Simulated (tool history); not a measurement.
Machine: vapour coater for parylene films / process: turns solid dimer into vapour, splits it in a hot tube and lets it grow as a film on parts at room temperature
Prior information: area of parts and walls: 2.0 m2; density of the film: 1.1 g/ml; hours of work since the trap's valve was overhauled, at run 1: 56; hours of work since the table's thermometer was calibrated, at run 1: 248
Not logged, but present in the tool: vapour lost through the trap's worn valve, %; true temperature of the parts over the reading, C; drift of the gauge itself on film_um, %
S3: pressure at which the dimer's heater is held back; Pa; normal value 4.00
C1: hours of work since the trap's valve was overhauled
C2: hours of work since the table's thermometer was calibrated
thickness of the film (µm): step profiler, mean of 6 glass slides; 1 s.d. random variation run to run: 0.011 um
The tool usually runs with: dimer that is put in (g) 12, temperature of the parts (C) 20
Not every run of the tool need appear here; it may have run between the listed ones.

Run 1, hour 0.0: usual settings; C1 56; C2 248. Result: thickness of the film (µm) 3.78.
Run 2, hour 9.3: usual settings; C1 64; C2 256. Result: thickness of the film (µm) 3.82.
Run 3, hour 23.5: usual settings; C1 76; C2 269. Result: thickness of the film (µm) 3.81.
Run 4, hour 43.2: usual settings; C1 94; C2 286. Result: thickness of the film (µm) 3.80.
Run 5, hour 58.7: usual settings; C1 107; C2 300. Result: thickness of the film (µm) 3.81.
Run 6, hour 78.1: usual settings; C1 124; C2 317. Result: thickness of the film (µm) 3.81.
Run 7, hour 90.7: usual settings but dimer that is put in (g) 7; C1 135; C2 328. Result: thickness of the film (µm) 2.23.
Run 8, hour 107.2: usual settings; C1 150; C2 342. Result: thickness of the film (µm) 3.80.
Run 9, hour 123.0: usual settings; C1 164; C2 356. Result: thickness of the film (µm) 3.81.
Run 10, hour 136.2: usual settings; C1 175; C2 368. Result: thickness of the film (µm) 3.81.
Run 11, hour 150.6: usual settings; C1 188; C2 381. Result: thickness of the film (µm) 3.81.
Run 12, hour 161.5: usual settings but dimer that is put in (g) 13; C1 198; C2 390. Result: thickness of the film (µm) 4.13.
Run 13, hour 174.7: usual settings; C1 209; C2 402. Result: thickness of the film (µm) 3.81.
Run 14, hour 191.2: usual settings; C1 224; C2 416. Result: thickness of the film (µm) 3.83.
Run 15, hour 208.0: usual settings; C1 239; C2 431. Result: thickness of the film (µm) 3.81.
Run 16, hour 222.9: usual settings; C1 252; C2 444. Result: thickness of the film (µm) 3.81.
Run 17, hour 241.1: usual settings but dimer that is put in (g) 10, temperature of the parts (C) 15, S3 4.36 Pa; C1 268; C2 460. Result: thickness of the film (µm) 4.04.
Run 18, hour 256.1: usual settings but dimer that is put in (g) 6, temperature of the parts (C) 12; C1 281; C2 473. Result: thickness of the film (µm) 2.68.
Run 19, hour 271.4: usual settings but temperature of the parts (C) 17; C1 294; C2 487. Result: thickness of the film (µm) 4.42.
Run 20, hour 282.9: usual settings but S3 6.15 Pa; C1 305; C2 497. Result: thickness of the film (µm) 3.61.
Run 21, hour 292.8: usual settings but temperature of the parts (C) 16, S3 6.15 Pa; C1 313; C2 506. Result: thickness of the film (µm) 4.40.
Run 22, hour 312.6: usual settings but temperature of the parts (C) 16, S3 6.15 Pa; C1 331; C2 523. Result: thickness of the film (µm) 4.38.
Run 23, hour 328.0: usual settings but temperature of the parts (C) 16, S3 6.15 Pa; C1 344; C2 537. Result: thickness of the film (µm) 4.39.
At hour 341.2: trap's valve overhauled.
Run 24, hour 350.0: usual settings but temperature of the parts (C) 16, S3 6.15 Pa; C1 8; C2 552. Result: thickness of the film (µm) 4.42.
Run 25, hour 358.3: usual settings but S3 3.91 Pa; C1 15; C2 560. Result: thickness of the film (µm) 3.85.
Run 26, hour 374.8: usual settings but S3 3.91 Pa; C1 30; C2 574. Result: thickness of the film (µm) 3.85.
Run 27, hour 388.0: usual settings but S3 3.91 Pa; C1 41; C2 586. Result: thickness of the film (µm) 3.87.
Run 28, hour 406.7: usual settings but S3 3.91 Pa; C1 58; C2 602. Result: thickness of the film (µm) 3.84.
Run 29, hour 418.5: usual settings but dimer that is put in (g) 7, temperature of the parts (C) 15, S3 3.91 Pa; C1 68; C2 613. Result: thickness of the film (µm) 2.90.
Run 30, hour 431.9: usual settings but temperature of the parts (C) 24, S3 2.27 Pa; C1 80; C2 624. Result: thickness of the film (µm) 3.41.
Run 31, hour 441.3: usual settings but dimer that is put in (g) 13, temperature of the parts (C) 27, S3 5.35 Pa; C1 88; C2 633. Result: thickness of the film (µm) 2.83.

Had the tool no unlogged condition, and each run kept its random variation, what would the results have been?
run  thickness of the film (µm)
  1                        3.78
  2                        3.82
  3                        3.81
  4                        3.80
  5                        3.81
  6                        3.80
  7                        2.23
  8                        3.79
  9                        3.80
 10                        3.80
 11                        3.80
 12                        4.11
 13                        3.79
 14                        3.81
 15                        3.79
 16                        3.79
 17                        4.01
 18                        2.67
 19                        4.39
 20                        3.58
 21                        4.37
 22                        4.35
 23                        4.35
 24                        4.37
 25                        3.81
 26                        3.81
 27                        3.83
 28                        3.80
 29                        2.86
 30                        3.36
 31                        2.79
